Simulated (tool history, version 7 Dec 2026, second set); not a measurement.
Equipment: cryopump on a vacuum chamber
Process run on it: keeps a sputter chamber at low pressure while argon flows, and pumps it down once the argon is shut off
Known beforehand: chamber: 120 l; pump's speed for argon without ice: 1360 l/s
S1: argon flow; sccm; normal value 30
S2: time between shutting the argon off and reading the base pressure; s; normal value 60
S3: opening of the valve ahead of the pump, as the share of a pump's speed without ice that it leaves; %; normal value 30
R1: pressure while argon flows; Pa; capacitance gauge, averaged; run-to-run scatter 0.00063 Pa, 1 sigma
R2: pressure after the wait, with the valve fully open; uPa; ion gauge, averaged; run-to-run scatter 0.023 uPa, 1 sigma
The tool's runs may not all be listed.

run,hour,S1,S2,S3,R1,R2
1,0,30,60,30,0.1245,1.17
2,45.6,30,49,30,0.1258,1.35
3,83.5,30,49,30,0.1255,1.31
4,131,30,60,30,0.1264,1.17
5,180.7,30,60,30,0.1255,1.19
6,222.8,30,60,30,0.1268,1.26
7,247.1,30,60,20,0.1882,1.26
8,273.1,30,60,20,0.1894,1.22
9,327.3,30,60,27,0.1403,1.26
10,358.2,30,60,30,0.1276,1.23
11,390.5,30,60,30,0.1279,1.22
12,427.9,30,60,30,0.1281,1.3
13,475.1,30,60,30,0.1278,1.28
14,512.4,30,60,30,0.128,1.31
15,559.2,30,60,30,0.1291,0.84
16,598.4,30,60,47,0.0846,0.79
17,635.3,30,60,47,0.0849,0.82
18,692.3,41,136,54,0.1024,0.54
19,722.8,24,42,54,0.0607,1.08
20,754.9,22,70,30,0.0961,0.79
21,804.4,19,259,27,0.0887,0.4
22,856.1,31,228,26,0.1497,0.42
23,901.8,30,60,19,0.1975,0.82
24,945.9,30,60,19,0.197,0.85
25,981.1,30,60,19,0.1978,0.85
26,1035.1,36,168,30,0.1517,0.48
27,1082.7,17,145,28,0.0763,0.54
28,1111.2,30,60,19,0.1981,0.87
29,1164.7,30,60,19,0.1983,0.87
30,1220.8,29,60,30,0.1226,0.84
31,1245.3,29,107,26,0.1423,0.61
32,1298.1,29,107,26,0.1429,0.62
33,1347.3,29,107,26,0.143,0.67

Removed from this log: 2 entries logged between the listed runs. Between which two listed runs does each belong, and how does the tool's hidden state at the listed run before it compare with that at the listed run after it?
Runs 14 to 15: leaking fittings of the chamber tightened, without venting (hour 521.9)
  pump's speed, % of a pump's without ice: 89.6 -> 88.8; cold plate's temperature, K: 12.21 -> 12.22; leak into the chamber, uPa l/s: 911 -> 319
  measured less the result without the state, R1: +0.0045 -> +0.0048 Pa; R2: +0.53 -> +0.05 uPa
Runs 20 to 21: pump warmed up, emptied and cooled again (hour 791.6)
  pump's speed, % of a pump's without ice: 85.6 -> 99.4; cold plate's temperature, K: 12.23 -> 12.24; leak into the chamber, uPa l/s: 344 -> 349
  measured less the result without the state, R1: +0.0048 -> +0.0002 Pa; R2: +0.07 -> +0.04 uPa
